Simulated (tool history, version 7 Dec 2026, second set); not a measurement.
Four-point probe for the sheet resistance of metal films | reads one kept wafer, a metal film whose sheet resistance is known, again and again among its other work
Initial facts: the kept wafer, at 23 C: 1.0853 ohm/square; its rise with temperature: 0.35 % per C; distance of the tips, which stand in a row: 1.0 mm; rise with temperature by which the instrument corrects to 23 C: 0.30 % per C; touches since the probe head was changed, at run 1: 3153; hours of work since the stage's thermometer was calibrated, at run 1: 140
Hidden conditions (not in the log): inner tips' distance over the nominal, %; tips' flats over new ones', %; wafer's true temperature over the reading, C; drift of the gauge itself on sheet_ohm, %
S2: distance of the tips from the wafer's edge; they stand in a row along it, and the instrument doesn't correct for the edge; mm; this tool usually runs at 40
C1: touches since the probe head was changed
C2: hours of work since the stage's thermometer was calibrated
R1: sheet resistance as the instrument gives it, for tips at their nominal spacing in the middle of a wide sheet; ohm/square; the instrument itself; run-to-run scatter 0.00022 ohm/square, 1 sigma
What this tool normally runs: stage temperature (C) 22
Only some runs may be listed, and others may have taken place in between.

Run 1, day 0.000: usual settings; C1 3153; C2 140. Result: R1 1.079215 ohm/square.
Run 2, day 0.579: usual settings; C1 3777; C2 148. Result: R1 1.079234 ohm/square.
Run 3, day 1.371: usual settings; C1 4624; C2 159. Result: R1 1.079679 ohm/square.
Run 4, day 1.892: usual settings; C1 5184; C2 166. Result: R1 1.078932 ohm/square.
Run 5, day 2.504: usual settings; C1 5842; C2 175. Result: R1 1.079443 ohm/square.
Run 6, day 3.338: usual settings; C1 6739; C2 186. Result: R1 1.079333 ohm/square.
Run 7, day 4.333: usual settings; C1 7805; C2 200. Result: R1 1.078993 ohm/square.
Run 8, day 5.071: usual settings; C1 8598; C2 210. Result: R1 1.079124 ohm/square.
Run 9, day 5.492: usual settings; C1 9051; C2 216. Result: R1 1.079795 ohm/square.
Run 10, day 5.962: usual settings; C1 9558; C2 222. Result: R1 1.079409 ohm/square.
Run 11, day 6.421: usual settings but stage temperature (C) 21; C1 10047; C2 228. Result: R1 1.079229 ohm/square.
Run 12, day 7.146: usual settings but S2 4 mm; C1 10828; C2 238. Result: R1 1.114284 ohm/square.
Run 13, day 7.808: usual settings but S2 30 mm; C1 11538; C2 248. Result: R1 1.080017 ohm/square.
Run 14, day 8.767: usual settings but stage temperature (C) 27, S2 13 mm; C1 12568; C2 261. Result: R1 1.086211 ohm/square.
Run 15, day 9.246: usual settings but stage temperature (C) 27, S2 13 mm; C1 13083; C2 267. Result: R1 1.085654 ohm/square.
Run 16, day 10.021: usual settings but stage temperature (C) 19, S2 49 mm; C1 13915; C2 278. Result: R1 1.077748 ohm/square.
Run 17, day 10.829: usual settings but stage temperature (C) 19, S2 49 mm; C1 14783; C2 289. Result: R1 1.077829 ohm/square.
Run 18, day 11.304: usual settings but stage temperature (C) 19, S2 49 mm; C1 15292; C2 296. Result: R1 1.078057 ohm/square.
Run 19, day 11.792: usual settings but stage temperature (C) 19; C1 15815; C2 302. Result: R1 1.077965 ohm/square.
Run 20, day 12.246: usual settings but stage temperature (C) 19; C1 16306; C2 309. Result: R1 1.078229 ohm/square.
Run 21, day 12.746: usual settings but stage temperature (C) 23, S2 19 mm; C1 16843; C2 316. Result: R1 1.082284 ohm/square.
Run 22, day 13.642: usual settings but stage temperature (C) 23, S2 19 mm; C1 17801; C2 328. Result: R1 1.082297 ohm/square.
Run 23, day 14.375: usual settings but stage temperature (C) 23, S2 19 mm; C1 18589; C2 338. Result: R1 1.081679 ohm/square.

Consider 5 possible next runs. They are alternatives, not a sequence: every one starts from the tool as it was left by run 23. What does each give?
Run A, day 15.250: usual settings but stage temperature (C) 20, S2 33 mm; C1 19530; C2 350. Result: R1 ?.
Run B, day 15.250: usual settings but stage temperature (C) 23, S2 16 mm; C1 19530; C2 350. Result: R1 ?.
Run C, day 15.250: usual settings but stage temperature (C) 20, S2 3 mm; C1 19530; C2 350. Result: R1 ?.
Run D, day 15.250: usual settings but stage temperature (C) 29; C1 19530; C2 350. Result: R1 ?.
Run E, day 15.250: usual settings but S2 63 mm; C1 19530; C2 350. Result: R1 ?.

run        R1
  A  1.079277
  B  1.082492
  C  1.139184
  D  1.084924
  E  1.080062
With the hidden condition removed and each run's random variation left untouched, the same runs would have given:
run        R1
  A  1.084067
  B  1.087299
  C  1.144215
  D  1.089748
  E  1.084858
